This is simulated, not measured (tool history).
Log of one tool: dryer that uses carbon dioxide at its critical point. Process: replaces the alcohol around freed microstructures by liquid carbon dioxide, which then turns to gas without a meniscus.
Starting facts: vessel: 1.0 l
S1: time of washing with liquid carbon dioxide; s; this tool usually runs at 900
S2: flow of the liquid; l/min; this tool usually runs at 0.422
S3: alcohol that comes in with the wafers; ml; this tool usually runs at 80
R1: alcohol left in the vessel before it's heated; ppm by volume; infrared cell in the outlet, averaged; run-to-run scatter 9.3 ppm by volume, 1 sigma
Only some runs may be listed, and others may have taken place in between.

Run 1, hour 0.0: usual settings. Result: R1 693 ppm by volume.
Run 2, hour 19.8: usual settings but S3 27 ml. Result: R1 268 ppm by volume.
Run 3, hour 30.6: usual settings but S3 27 ml. Result: R1 258 ppm by volume.
Run 4, hour 49.3: usual settings but S3 27 ml. Result: R1 261 ppm by volume.
Run 5, hour 68.2: usual settings but S3 27 ml. Result: R1 268 ppm by volume.
Run 6, hour 92.4: usual settings but S2 0.519 l/min. Result: R1 254 ppm by volume.
Run 7, hour 109.9: usual settings but S2 0.519 l/min. Result: R1 263 ppm by volume.
Run 8, hour 128.9: usual settings but S1 1140 s, S2 0.291 l/min. Result: R1 1302 ppm by volume.
Run 9, hour 148.5: usual settings but S3 78 ml. Result: R1 709 ppm by volume.
Run 10, hour 173.9: usual settings but S1 1320 s, S2 0.525 l/min, S3 25 ml. Result: R1 55 ppm by volume.
Run 11, hour 188.7: usual settings but S1 600 s, S2 0.290 l/min. Result: R1 9166 ppm by volume.
Run 12, hour 214.0: usual settings but S1 780 s, S2 0.702 l/min. Result: R1 140 ppm by volume.

Some steps in R1, run to run, broken into two amounts with sign: the step expected even without the hidden condition (settings, incoming material, random variation), and the rest, left for the hidden condition together with whatever gauge scatter is not in both the measured and the hidden-condition-free result:
Hidden state present: flow that reaches the vessel past the clogged filter, %; alcohol in the recycled carbon dioxide, ppm; drift of the gauge itself on alcohol_ppm, %.
Run 10 -> 11: S1 1320 -> 600, S2 0.525 -> 0.290, S3 25 -> 80. R1 +9111 ppm by volume: hidden state +1094, all else +8017.

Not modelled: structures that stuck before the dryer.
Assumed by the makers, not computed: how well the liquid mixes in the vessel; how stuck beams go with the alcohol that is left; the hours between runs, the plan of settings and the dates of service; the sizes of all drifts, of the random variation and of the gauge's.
